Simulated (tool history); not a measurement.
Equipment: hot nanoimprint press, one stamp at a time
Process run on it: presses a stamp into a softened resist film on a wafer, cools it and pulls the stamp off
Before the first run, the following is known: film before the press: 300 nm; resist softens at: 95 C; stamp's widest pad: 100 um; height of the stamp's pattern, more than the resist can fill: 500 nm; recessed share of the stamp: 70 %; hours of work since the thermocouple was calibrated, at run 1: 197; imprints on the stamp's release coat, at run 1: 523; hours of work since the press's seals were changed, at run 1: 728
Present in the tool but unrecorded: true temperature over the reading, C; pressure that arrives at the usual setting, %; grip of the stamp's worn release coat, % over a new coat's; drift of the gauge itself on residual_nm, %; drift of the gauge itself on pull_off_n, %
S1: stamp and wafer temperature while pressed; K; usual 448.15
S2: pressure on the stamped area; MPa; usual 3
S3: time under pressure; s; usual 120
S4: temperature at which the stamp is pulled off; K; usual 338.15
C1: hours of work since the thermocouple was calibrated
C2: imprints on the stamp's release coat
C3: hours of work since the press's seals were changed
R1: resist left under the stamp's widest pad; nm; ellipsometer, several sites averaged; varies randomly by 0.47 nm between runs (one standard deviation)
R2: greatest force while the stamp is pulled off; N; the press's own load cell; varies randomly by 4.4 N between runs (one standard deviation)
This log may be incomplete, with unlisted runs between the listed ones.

run 1 day=0 | S1=448.15 S2=3 S3=120 S4=338.15 | C1=197 C2=523 C3=728 | R1=143.3 R2=257
-- day=1.758 press's hydraulic seals changed and the load cell set to zero
run 2 day=2.562 | S1=448.15 S2=3 S3=94 S4=338.15 | C1=220 C2=706 C3=8 | R1=149.7 R2=251
run 3 day=3.992 | S1=448.15 S2=3 S3=94 S4=338.15 | C1=235 C2=823 C3=23 | R1=149.7 R2=262
run 4 day=5.804 | S1=448.15 S2=3 S3=94 S4=338.15 | C1=254 C2=972 C3=43 | R1=150.6 R2=282
run 5 day=7.321 | S1=448.15 S2=3 S3=120 S4=338.15 | C1=270 C2=1096 C3=59 | R1=139.8 R2=288
run 6 day=9.262 | S1=448.15 S2=3 S3=120 S4=338.15 | C1=291 C2=1256 C3=79 | R1=139.7 R2=297
run 7 day=10.446 | S1=452.15 S2=3 S3=120 S4=338.15 | C1=303 C2=1352 C3=91 | R1=128 R2=310
run 8 day=11.529 | S1=452.15 S2=3 S3=120 S4=338.15 | C1=314 C2=1442 C3=103 | R1=128.5 R2=311
run 9 day=12.862 | S1=443.15 S2=3 S3=120 S4=338.15 | C1=328 C2=1551 C3=117 | R1=159.5 R2=322
run 10 day=14.279 | S1=443.15 S2=3 S3=233 S4=338.15 | C1=343 C2=1667 C3=132 | R1=129.5 R2=327
run 11 day=15.95 | S1=443.15 S2=3 S3=233 S4=338.15 | C1=361 C2=1804 C3=149 | R1=129.7 R2=340
run 12 day=17.954 | S1=443.15 S2=3 S3=233 S4=338.15 | C1=382 C2=1969 C3=170 | R1=129.2 R2=366
-- day=19.842 stamp cleaned and given a new release coat
run 13 day=19.862 | S1=443.15 S2=3 S3=233 S4=338.15 | C1=399 C2=2 C3=188 | R1=130.2 R2=222
run 14 day=21.154 | S1=448.15 S2=3 S3=147 S4=338.15 | C1=413 C2=107 C3=201 | R1=134.2 R2=234
-- day=21.667 plate thermocouple calibrated
run 15 day=23.371 | S1=448.15 S2=3 S3=147 S4=344.15 | C1=18 C2=279 C3=223 | R1=129.1 R2=197
run 16 day=24.288 | S1=448.15 S2=3.08 S3=120 S4=329.15 | C1=28 C2=354 C3=233 | R1=135 R2=305
run 17 day=25.971 | S1=443.15 S2=4.3 S3=135 S4=330.15 | C1=45 C2=492 C3=251 | R1=122.2 R2=305
run 18 day=27.896 | S1=441.15 S2=2.43 S3=157 S4=333.15 | C1=66 C2=650 C3=271 | R1=168.9 R2=294
run 19 day=28.808 | S1=456.15 S2=1.8 S3=132 S4=338.15 | C1=75 C2=725 C3=281 | R1=148.5 R2=263
run 20 day=30.133 | S1=452.15 S2=3 S3=233 S4=329.15 | C1=89 C2=834 C3=295 | R1=101.5 R2=333
run 21 day=31.883 | S1=442.15 S2=2.66 S3=233 S4=325.15 | C1=107 C2=977 C3=313 | R1=139.4 R2=384
run 22 day=34.112 | S1=459.15 S2=2.22 S3=233 S4=325.15 | C1=131 C2=1160 C3=336 | R1=104.2 R2=395
run 23 day=35.45 | S1=459.15 S2=2.22 S3=233 S4=325.15 | C1=145 C2=1270 C3=351 | R1=103.3 R2=400
run 24 day=36.388 | S1=459.15 S2=2.22 S3=233 S4=325.15 | C1=155 C2=1347 C3=360 | R1=104.3 R2=393
run 25 day=38.617 | S1=459.15 S2=2.22 S3=233 S4=325.15 | C1=178 C2=1530 C3=384 | R1=103.9 R2=425
run 26 day=40.667 | S1=459.15 S2=2.22 S3=182 S4=343.15 | C1=200 C2=1698 C3=405 | R1=113.8 R2=284
run 27 day=42.45 | S1=459.15 S2=2.22 S3=184 S4=343.15 | C1=219 C2=1844 C3=424 | R1=113.5 R2=299
run 28 day=44.096 | S1=459.15 S2=2.2 S3=184 S4=337.15 | C1=236 C2=1979 C3=442 | R1=114 R2=369
-- day=45.862 stamp cleaned and given a new release coat
run 29 day=46.338 | S1=448.15 S2=4.16 S3=120 S4=343.15 | C1=257 C2=39 C3=462 | R1=118.5 R2=198

Branching from run 29: 4 alternative next runs. What would each branch give?
run A day=47.683 | S1=452.15 S2=3 S3=134 S4=324.15 | C1=271 C2=150 C3=477 | R1=? R2=?
run B day=47.683 | S1=448.15 S2=3.24 S3=120 S4=343.15 | C1=271 C2=150 C3=477 | R1=? R2=?
run C day=47.683 | S1=448.15 S2=4.16 S3=71 S4=343.15 | C1=271 C2=150 C3=477 | R1=? R2=?
run D day=47.683 | S1=448.15 S2=3 S3=120 S4=329.15 | C1=271 C2=150 C3=477 | R1=? R2=?

run=A R1=124.8 R2=313
run=B R1=136.6 R2=195
run=C R1=140.3 R2=206
run=D R1=141.7 R2=290
With no hidden state in the tool, these same runs would have given:
run=A R1=119 R2=294
run=B R1=130 R2=181
run=C R1=132.7 R2=192
run=D R1=135.1 R2=272
